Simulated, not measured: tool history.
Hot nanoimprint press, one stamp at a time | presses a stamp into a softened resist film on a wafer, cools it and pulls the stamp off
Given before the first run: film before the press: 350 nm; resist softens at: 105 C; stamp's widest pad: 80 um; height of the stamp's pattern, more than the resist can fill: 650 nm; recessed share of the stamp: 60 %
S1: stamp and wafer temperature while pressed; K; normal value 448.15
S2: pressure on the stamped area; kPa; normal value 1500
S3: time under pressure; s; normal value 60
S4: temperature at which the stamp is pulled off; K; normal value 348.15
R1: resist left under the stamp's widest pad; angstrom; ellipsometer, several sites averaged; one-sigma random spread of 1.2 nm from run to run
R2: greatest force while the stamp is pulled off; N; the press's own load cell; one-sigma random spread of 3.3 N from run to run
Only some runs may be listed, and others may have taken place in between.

run,hour,S1,S2,S3,S4,R1,R2
1,0,448.15,1500,60,348.15,1880,159
2,16.1,448.15,1500,60,348.15,1855,162
3,27.2,448.15,1500,81,348.15,1706,159
4,50,448.15,1500,60,341.15,1876,187
5,61.7,454.15,1500,60,348.15,1493,160
6,75.2,454.15,1500,60,348.15,1481,158
# hour 91.9: stamp cleaned and given a new release coat
7,105.7,448.15,1500,60,348.15,1896,161
# hour 110.4: plate thermocouple calibrated
8,128.9,448.15,1500,80,348.15,1715,156
9,145.6,449.15,1620,60,348.15,1729,160
10,165.7,449.15,1620,60,348.15,1775,161
11,187,447.15,1620,60,337.15,1895,213
12,199.9,447.15,1620,60,354.15,1891,132
13,221.8,447.15,1620,60,354.15,1892,134

5 options for the next run, each taken on its own from the tool as it stands now. Forecast them:
A,243.2,447.15,1140,60,354.15,?,?
B,243.2,446.15,1500,60,348.15,?,?
C,243.2,439.15,1930,60,348.15,?,?
D,243.2,440.15,1630,60,348.15,?,?
E,243.2,448.15,1500,82,345.15,?,?

run,R1,R2
A,2150,135
B,2049,167
C,2387,168
D,2448,164
E,1668,172
With the hidden condition removed and each run's random variation left untouched, the same runs would have given:
run,R1,R2
A,2149,134
B,2048,166
C,2386,167
D,2447,163
E,1668,171

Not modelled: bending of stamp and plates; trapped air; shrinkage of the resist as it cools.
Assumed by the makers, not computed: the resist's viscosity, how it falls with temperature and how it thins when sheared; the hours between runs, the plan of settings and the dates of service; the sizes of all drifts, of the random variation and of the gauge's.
